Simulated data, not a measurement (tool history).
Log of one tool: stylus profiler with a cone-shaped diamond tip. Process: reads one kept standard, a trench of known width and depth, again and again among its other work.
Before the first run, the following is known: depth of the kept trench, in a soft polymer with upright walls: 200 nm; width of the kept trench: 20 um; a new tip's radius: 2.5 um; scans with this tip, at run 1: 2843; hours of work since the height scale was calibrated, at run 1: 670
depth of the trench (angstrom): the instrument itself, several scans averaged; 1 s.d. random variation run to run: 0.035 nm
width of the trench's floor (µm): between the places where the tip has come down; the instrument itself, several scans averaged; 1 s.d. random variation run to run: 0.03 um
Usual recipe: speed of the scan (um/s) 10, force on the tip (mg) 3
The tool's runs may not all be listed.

run     day  speed of the scan (um/s)  force on the tip (mg)  scans with this tip  hours of work since the height scale was calibrated  depth of the trench (angstrom)  width of the trench's floor (µm)
  1       0                        10                      3                 2843                                                  670                          2017.1                             18.07
  2   3.258                        10                      3                 3067                                                  722                          2017.4                             17.99
  3   7.308                        10                      3                 3345                                                  788                          2016.7                                18
  4   9.333                        10                    8.3                 3484                                                  820                          2033.4                             18.02
  5  13.312                         2                    8.3                 3757                                                  885                          2033.5                             18.04
  6  17.308                         4                    8.3                 4032                                                  949                          2033.4                             18.03
  7  20.488                         4                    8.3                 4250                                                 1001                          2033.2                             18.09
  8  24.104                         4                    8.3                 4498                                                 1059                          2034.4                             18.02
  9    28.4                        10                      3                 4793                                                 1129                          2016.4                             18.01
 10  31.208                        10                      3                 4986                                                 1174                          2016.2                             18.01
 11  34.417                        10                      3                 5206                                                 1226                          2017.6                                18
 12  36.662                        10                      3                 5360                                                 1262                          2016.3                             18.02
 13  39.267                        10                      3                 5539                                                 1304                          2016.5                             17.96
 14  41.212                        10                      3                 5673                                                 1336                            2017                             17.98
 15      44                        30                   1.96                 5864                                                 1381                          2012.4                             17.93
 16   46.85                        30                   8.64                 6060                                                 1427                          2034.4                                18
 17  51.458                        17                   8.84                 6376                                                 1502                          2034.8                             18.04
 18  54.396                        17                   8.84                 6578                                                 1549                          2034.9                             17.97
 19  56.671                        13                   2.45                 6734                                                 1586                          2014.5                                18
 20  59.058                         3                   3.38                 6898                                                 1624                          2019.1                             18.01
 21  63.146                         3                   3.38                 7179                                                 1691                          2018.2                             18.06
 22  65.942                         4                   3.63                 7371                                                 1736                          2019.8                             18.01

Forecast run 23:
 23  70.429                         4                   3.63                 7679                                                 1808                               ?                                 ?

depth of the trench (angstrom): 2019
width of the trench's floor (µm): 18.04
With no hidden state in the tool, this same run would have given depth of the trench (angstrom) 2019, width of the trench's floor (µm) 18.05.
